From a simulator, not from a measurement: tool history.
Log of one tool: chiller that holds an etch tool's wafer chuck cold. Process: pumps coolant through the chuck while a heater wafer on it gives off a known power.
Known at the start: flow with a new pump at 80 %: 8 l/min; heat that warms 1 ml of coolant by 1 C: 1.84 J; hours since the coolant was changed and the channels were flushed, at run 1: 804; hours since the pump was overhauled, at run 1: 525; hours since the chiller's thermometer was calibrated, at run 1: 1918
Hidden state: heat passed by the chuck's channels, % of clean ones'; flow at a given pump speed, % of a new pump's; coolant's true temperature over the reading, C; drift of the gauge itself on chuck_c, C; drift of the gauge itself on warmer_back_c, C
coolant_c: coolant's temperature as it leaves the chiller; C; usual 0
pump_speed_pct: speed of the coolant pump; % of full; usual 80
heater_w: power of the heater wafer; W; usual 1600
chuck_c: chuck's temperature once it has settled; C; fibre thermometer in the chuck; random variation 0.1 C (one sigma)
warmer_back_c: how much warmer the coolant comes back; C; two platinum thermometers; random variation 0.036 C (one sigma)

run    hour  coolant_c  pump_speed_pct  heater_w  hours since the coolant was changed and the channels were flushed  hours since the pump was overhauled  hours since the chiller's thermometer was calibrated  chuck_c  warmer_back_c
  1       0          0              80      1600                                                                804                                  525                                                  1918     14.5            6.6
  2    98.1          0              60      1600                                                                902                                  623                                                  2016     18.2           8.89
  3   177.6          0              80      1600                                                                981                                  703                                                  2096     14.6           6.63
  4   253.8          6              80      1600                                                               1058                                  779                                                  2172     20.5           6.63
  5   345.6          0              80      1600                                                               1149                                  871                                                  2263     14.5           6.62
  6   405.3          0              80      1600                                                               1209                                  931                                                  2323     14.5           6.69
  7   488.2          0              80      1002                                                               1292                                 1013                                                  2406      9.2           4.22
  8   559.8          0              80      1002                                                               1364                                 1085                                                  2478      9.1            4.2
  9   619.2          0              80      1600                                                               1423                                 1144                                                  2537     14.9           6.68
 10     670          0              80      2241                                                               1474                                 1195                                                  2588     20.7           9.34
 11   764.5          0              80      2241                                                               1568                                 1290                                                  2682     20.7            9.4
 12   817.8         10              80      2241                                                               1622                                 1343                                                  2736     30.8           9.42
 13   872.7         10              80      2241                                                               1676                                 1398                                                  2791     30.8           9.43
 14   937.2         10              80      2241                                                               1741                                 1462                                                  2855       31           9.46
 15  1012.6         10              80      2241                                                               1816                                 1538                                                  2930     30.9           9.52
 16  1075.4         10              80      2241                                                               1879                                 1601                                                  2993     31.2           9.57
 17    1169         -3              74      1558                                                               1973                                 1694                                                  3087     12.7           7.12
 18  1213.6          3              77      1891                                                               2017                                 1739                                                  3131     21.4           8.36
 19  1256.6          9              80      1600                                                               2060                                 1782                                                  3174     24.1           6.77
 20  1324.9         -2              80      1600                                                               2129                                 1850                                                  3243       13           6.81
 21  1387.6         -4              84       971                                                               2191                                 1913                                                  3305      4.7           3.94
 22  1471.2         -4              84       971                                                               2275                                 1996                                                  3389      4.9           3.96
 23  1528.9          0              75      1764                                                               2333                                 2054                                                  3447     17.7           8.01
 24  1585.6          2              75      1764                                                               2389                                 2111                                                  3503     19.9           8.04
 25  1686.1          6              75      2079                                                               2490                                 2211                                                  3604       27           9.58
 26  1756.6         -2              99      1746                                                               2560                                 2282                                                  3674     12.1           6.04
 27  1841.2         -3              80       970                                                               2645                                 2366                                                  3759      6.4           4.24
 28  1933.9          0              72      1600                                                               2738                                 2459                                                  3852     16.9           7.72
 29  1998.6          0              72      1600                                                               2802                                 2524                                                  3916     16.9           7.77
 30  2076.8          0              72      1600                                                               2881                                 2602                                                  3995     17.2           7.76
 31  2134.6          0              80      1600                                                               2938                                 2660                                                  4052     15.7           6.98
 32  2194.6          0              80      1600                                                               2998                                 2720                                                  4112     15.7           6.96

The same runs without the tool's hidden state, with the same run-to-run variation:
run  chuck_c  warmer_back_c
  1     14.2           6.51
  2     17.6           8.75
  3     14.2           6.52
  4       20           6.51
  5     13.9           6.47
  6     13.9           6.54
  7      8.9           4.11
  8      8.8           4.09
  9     14.3            6.5
 10     19.7           9.07
 11     19.6           9.11
 12     29.6           9.12
 13     29.6           9.12
 14     29.7           9.14
 15     29.6           9.18
 16     29.8           9.21
 17     11.6           6.84
 18     20.1           8.02
 19     23.1           6.48
 20     11.9           6.51
 21      4.1           3.76
 22      4.3           3.78
 23     16.2           7.63
 24     18.4           7.64
 25     25.1           9.09
 26     10.9           5.71
 27      5.7              4
 28     15.3           7.28
 29     15.3           7.31
 30     15.5           7.29
 31     14.1           6.55
 32     14.1           6.51

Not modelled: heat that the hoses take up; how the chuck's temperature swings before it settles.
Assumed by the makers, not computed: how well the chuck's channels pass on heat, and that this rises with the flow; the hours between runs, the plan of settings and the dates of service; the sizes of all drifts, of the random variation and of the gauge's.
